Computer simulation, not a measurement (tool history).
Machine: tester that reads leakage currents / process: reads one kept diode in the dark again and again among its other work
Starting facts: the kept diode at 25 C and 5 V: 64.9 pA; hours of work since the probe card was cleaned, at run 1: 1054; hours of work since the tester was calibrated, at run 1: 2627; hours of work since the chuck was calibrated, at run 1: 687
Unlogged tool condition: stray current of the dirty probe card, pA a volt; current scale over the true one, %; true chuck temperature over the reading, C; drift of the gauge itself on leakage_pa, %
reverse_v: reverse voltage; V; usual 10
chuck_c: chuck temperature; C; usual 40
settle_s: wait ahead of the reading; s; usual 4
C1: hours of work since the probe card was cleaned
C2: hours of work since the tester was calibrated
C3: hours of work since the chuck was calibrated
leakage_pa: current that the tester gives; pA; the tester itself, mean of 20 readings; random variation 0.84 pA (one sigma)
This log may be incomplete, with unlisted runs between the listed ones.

Run 1, hour 0: usual settings; C1 1054; C2 2627; C3 687. Result: leakage_pa 315.45 pA.
Run 2, hour 113.4: usual settings; C1 1117; C2 2690; C3 750. Result: leakage_pa 319.39 pA.
Run 3, hour 194: usual settings; C1 1162; C2 2735; C3 795. Result: leakage_pa 322.46 pA.
Run 4, hour 305.3: usual settings; C1 1224; C2 2797; C3 856. Result: leakage_pa 325.43 pA.
Run 5, hour 412.6: usual settings; C1 1284; C2 2856; C3 916. Result: leakage_pa 327.36 pA.
Run 6, hour 509: usual settings; C1 1337; C2 2910; C3 970. Result: leakage_pa 327.26 pA.
Run 7, hour 580.2: usual settings; C1 1377; C2 2950; C3 1009. Result: leakage_pa 331.64 pA.
Run 8, hour 701.2: usual settings; C1 1444; C2 3017; C3 1076. Result: leakage_pa 332.76 pA.
Run 9, hour 761.7: usual settings; C1 1477; C2 3050; C3 1110. Result: leakage_pa 333.65 pA.
Run 10, hour 867.5: usual settings; C1 1536; C2 3109; C3 1169. Result: leakage_pa 337.79 pA.
Run 11, hour 927.2: usual settings; C1 1569; C2 3142; C3 1202. Result: leakage_pa 339.36 pA.
Run 12, hour 995.1: usual settings but chuck_c 41 C; C1 1607; C2 3180; C3 1240. Result: leakage_pa 366.47 pA.
Run 13, hour 1110.7: usual settings but chuck_c 30 C; C1 1671; C2 3244; C3 1304. Result: leakage_pa 168.95 pA.
Run 14, hour 1195.8: usual settings but chuck_c 30 C; C1 1719; C2 3292; C3 1351. Result: leakage_pa 170.45 pA.
At hour 1208.7: probe card cleaned and baked.
Run 15, hour 1277.3: usual settings but chuck_c 30 C; C1 38; C2 3335; C3 1395. Result: leakage_pa 142.39 pA.
Run 16, hour 1366.1: usual settings but reverse_v 5.6 V; C1 87; C2 3385; C3 1444. Result: leakage_pa 266.97 pA.
Run 17, hour 1421.9: usual settings but reverse_v 8 V; C1 118; C2 3416; C3 1475. Result: leakage_pa 299.33 pA.
Run 18, hour 1526.6: usual settings but reverse_v 8 V; C1 177; C2 3474; C3 1533. Result: leakage_pa 302.04 pA.
Run 19, hour 1590.9: usual settings; C1 212; C2 3509; C3 1569. Result: leakage_pa 324.64 pA.
Run 20, hour 1711.6: usual settings; C1 279; C2 3577; C3 1636. Result: leakage_pa 327.96 pA.

Predict the results of run 21:
Run 21, hour 1771.4: usual settings but chuck_c 32 C; C1 313; C2 3610; C3 1669. Result: leakage_pa ?.

Run 21 came out at leakage_pa 176.46 pA.
With the hidden condition absent and the run-to-run variation left alone, this run would have shown leakage_pa 145.71 pA.
